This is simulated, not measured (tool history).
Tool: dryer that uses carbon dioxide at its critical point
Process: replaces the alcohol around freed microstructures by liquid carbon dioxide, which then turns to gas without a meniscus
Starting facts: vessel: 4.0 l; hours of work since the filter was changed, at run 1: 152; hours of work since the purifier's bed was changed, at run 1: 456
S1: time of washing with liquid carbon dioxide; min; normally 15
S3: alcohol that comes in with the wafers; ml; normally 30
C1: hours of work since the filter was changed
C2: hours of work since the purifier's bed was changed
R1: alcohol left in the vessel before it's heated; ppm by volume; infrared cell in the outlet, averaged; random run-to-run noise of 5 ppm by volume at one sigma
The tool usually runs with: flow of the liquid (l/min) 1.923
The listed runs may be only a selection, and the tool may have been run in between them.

{"run": 1, "hour": 0.0, "S1": 15, "flow of the liquid (l/min)": 1.923, "S3": 30, "C1": 152, "C2": 456, "R1": 151}
{"run": 2, "hour": 16.7, "S1": 15, "flow of the liquid (l/min)": 1.923, "S3": 30, "C1": 165, "C2": 469, "R1": 148}
{"run": 3, "hour": 35.7, "S1": 15, "flow of the liquid (l/min)": 1.923, "S3": 30, "C1": 179, "C2": 483, "R1": 156}
{"run": 4, "hour": 50.7, "S1": 15, "flow of the liquid (l/min)": 1.923, "S3": 30, "C1": 190, "C2": 494, "R1": 159}
{"run": 5, "hour": 62.8, "S1": 15, "flow of the liquid (l/min)": 1.923, "S3": 30, "C1": 199, "C2": 503, "R1": 168}
{"run": 6, "hour": 71.2, "S1": 15, "flow of the liquid (l/min)": 1.923, "S3": 21, "C1": 205, "C2": 509, "R1": 155}
{"run": 7, "hour": 87.8, "S1": 15, "flow of the liquid (l/min)": 1.923, "S3": 37, "C1": 218, "C2": 522, "R1": 176}
{"run": 8, "hour": 104.5, "S1": 15, "flow of the liquid (l/min)": 1.923, "S3": 30, "C1": 230, "C2": 534, "R1": 174}
{"run": 9, "hour": 120.0, "S1": 15, "flow of the liquid (l/min)": 1.923, "S3": 49, "C1": 242, "C2": 546, "R1": 227}
{"run": 10, "hour": 138.3, "S1": 15, "flow of the liquid (l/min)": 1.923, "S3": 30, "C1": 255, "C2": 559, "R1": 177}
{"run": 11, "hour": 155.5, "S1": 15, "flow of the liquid (l/min)": 1.923, "S3": 30, "C1": 268, "C2": 572, "R1": 184}
{"run": 12, "hour": 167.4, "S1": 15, "flow of the liquid (l/min)": 1.923, "S3": 30, "C1": 277, "C2": 581, "R1": 201}
{"hour": 173.9, "done": "inlet filter changed"}
{"run": 13, "hour": 178.6, "S1": 15, "flow of the liquid (l/min)": 1.923, "S3": 30, "C1": 3, "C2": 588, "R1": 185}
{"run": 14, "hour": 191.8, "S1": 15, "flow of the liquid (l/min)": 1.923, "S3": 30, "C1": 13, "C2": 598, "R1": 183}
{"run": 15, "hour": 203.3, "S1": 15, "flow of the liquid (l/min)": 1.923, "S3": 30, "C1": 22, "C2": 607, "R1": 189}
{"run": 16, "hour": 220.2, "S1": 15, "flow of the liquid (l/min)": 1.923, "S3": 30, "C1": 34, "C2": 619, "R1": 184}
{"run": 17, "hour": 229.1, "S1": 15, "flow of the liquid (l/min)": 1.923, "S3": 30, "C1": 41, "C2": 626, "R1": 185}
{"run": 18, "hour": 239.9, "S1": 15, "flow of the liquid (l/min)": 1.923, "S3": 37, "C1": 49, "C2": 634, "R1": 192}
{"run": 19, "hour": 251.7, "S1": 15, "flow of the liquid (l/min)": 1.923, "S3": 37, "C1": 58, "C2": 643, "R1": 198}
{"run": 20, "hour": 262.3, "S1": 15, "flow of the liquid (l/min)": 1.923, "S3": 37, "C1": 66, "C2": 651, "R1": 206}
{"run": 21, "hour": 271.1, "S1": 15, "flow of the liquid (l/min)": 1.923, "S3": 80, "C1": 72, "C2": 657, "R1": 263}
{"run": 22, "hour": 290.4, "S1": 15, "flow of the liquid (l/min)": 1.923, "S3": 80, "C1": 87, "C2": 672, "R1": 269}
{"run": 23, "hour": 307.1, "S1": 15, "flow of the liquid (l/min)": 1.923, "S3": 80, "C1": 99, "C2": 684, "R1": 269}
{"run": 24, "hour": 315.6, "S1": 10, "flow of the liquid (l/min)": 1.97, "S3": 80, "C1": 105, "C2": 690, "R1": 742}
{"run": 25, "hour": 324.5, "S1": 10, "flow of the liquid (l/min)": 1.5, "S3": 59, "C1": 112, "C2": 697, "R1": 1108}
{"run": 26, "hour": 341.5, "S1": 11, "flow of the liquid (l/min)": 1.99, "S3": 38, "C1": 125, "C2": 710, "R1": 362}
{"run": 27, "hour": 357.8, "S1": 20, "flow of the liquid (l/min)": 1.81, "S3": 52, "C1": 137, "C2": 722, "R1": 179}
{"run": 28, "hour": 370.9, "S1": 15, "flow of the liquid (l/min)": 2.73, "S3": 23, "C1": 146, "C2": 732, "R1": 179}
{"run": 29, "hour": 379.8, "S1": 22, "flow of the liquid (l/min)": 1.19, "S3": 115, "C1": 153, "C2": 738, "R1": 421}
{"run": 30, "hour": 399.1, "S1": 19, "flow of the liquid (l/min)": 1.16, "S3": 23, "C1": 167, "C2": 753, "R1": 293}
{"run": 31, "hour": 413.1, "S1": 19, "flow of the liquid (l/min)": 2.89, "S3": 39, "C1": 178, "C2": 763, "R1": 178}
{"run": 32, "hour": 431.9, "S1": 19, "flow of the liquid (l/min)": 2.89, "S3": 39, "C1": 192, "C2": 777, "R1": 179}
{"run": 33, "hour": 446.5, "S1": 22, "flow of the liquid (l/min)": 2.89, "S3": 28, "C1": 203, "C2": 788, "R1": 187}
{"run": 34, "hour": 465.3, "S1": 13, "flow of the liquid (l/min)": 1.923, "S3": 29, "C1": 217, "C2": 802, "R1": 277}
{"run": 35, "hour": 481.4, "S1": 13, "flow of the liquid (l/min)": 1.923, "S3": 29, "C1": 229, "C2": 814, "R1": 285}
{"run": 36, "hour": 492.3, "S1": 15, "flow of the liquid (l/min)": 1.26, "S3": 25, "C1": 237, "C2": 822, "R1": 424}
{"run": 37, "hour": 500.5, "S1": 10, "flow of the liquid (l/min)": 2.34, "S3": 52, "C1": 243, "C2": 828, "R1": 440}
{"hour": 515.6, "done": "purifier's bed changed"}
{"run": 38, "hour": 518.7, "S1": 13, "flow of the liquid (l/min)": 1.66, "S3": 65, "C1": 254, "C2": 2, "R1": 384}
{"run": 39, "hour": 529.4, "S1": 15, "flow of the liquid (l/min)": 3.21, "S3": 30, "C1": 262, "C2": 10, "R1": 15}
{"run": 40, "hour": 547.1, "S1": 15, "flow of the liquid (l/min)": 2.93, "S3": 61, "C1": 275, "C2": 23, "R1": 24}
{"hour": 556.6, "done": "inlet filter changed"}
{"run": 41, "hour": 556.6, "S1": 9, "flow of the liquid (l/min)": 1.97, "S3": 56, "C1": 0, "C2": 30, "R1": 535}
{"run": 42, "hour": 573.4, "S1": 9, "flow of the liquid (l/min)": 1.97, "S3": 56, "C1": 13, "C2": 42, "R1": 538}
{"run": 43, "hour": 582.7, "S1": 9, "flow of the liquid (l/min)": 1.97, "S3": 56, "C1": 19, "C2": 49, "R1": 529}
{"run": 44, "hour": 596.4, "S1": 9, "flow of the liquid (l/min)": 1.97, "S3": 56, "C1": 30, "C2": 59, "R1": 530}
{"run": 45, "hour": 614.4, "S1": 9, "flow of the liquid (l/min)": 1.97, "S3": 56, "C1": 43, "C2": 73, "R1": 548}
{"run": 46, "hour": 623.3, "S1": 18, "flow of the liquid (l/min)": 1.97, "S3": 87, "C1": 50, "C2": 79, "R1": 56}

Predict each of these 4 candidate next runs independently; none follows another, all start after run 46:
{"run": "A", "hour": 633.9, "S1": 18, "flow of the liquid (l/min)": 1.33, "S3": 87, "C1": 57, "C2": 87, "R1": "?"}
{"run": "B", "hour": 633.9, "S1": 13, "flow of the liquid (l/min)": 1.51, "S3": 67, "C1": 57, "C2": 87, "R1": "?"}
{"run": "C", "hour": 633.9, "S1": 23, "flow of the liquid (l/min)": 2.28, "S3": 120, "C1": 57, "C2": 87, "R1": "?"}
{"run": "D", "hour": 633.9, "S1": 19, "flow of the liquid (l/min)": 2.93, "S3": 39, "C1": 57, "C2": 87, "R1": "?"}

run=A R1=275
run=B R1=474
run=C R1=29
run=D R1=24
Without the tool's hidden state the same runs would have given:
run=A R1=232
run=B R1=421
run=C R1=7
run=D R1=3
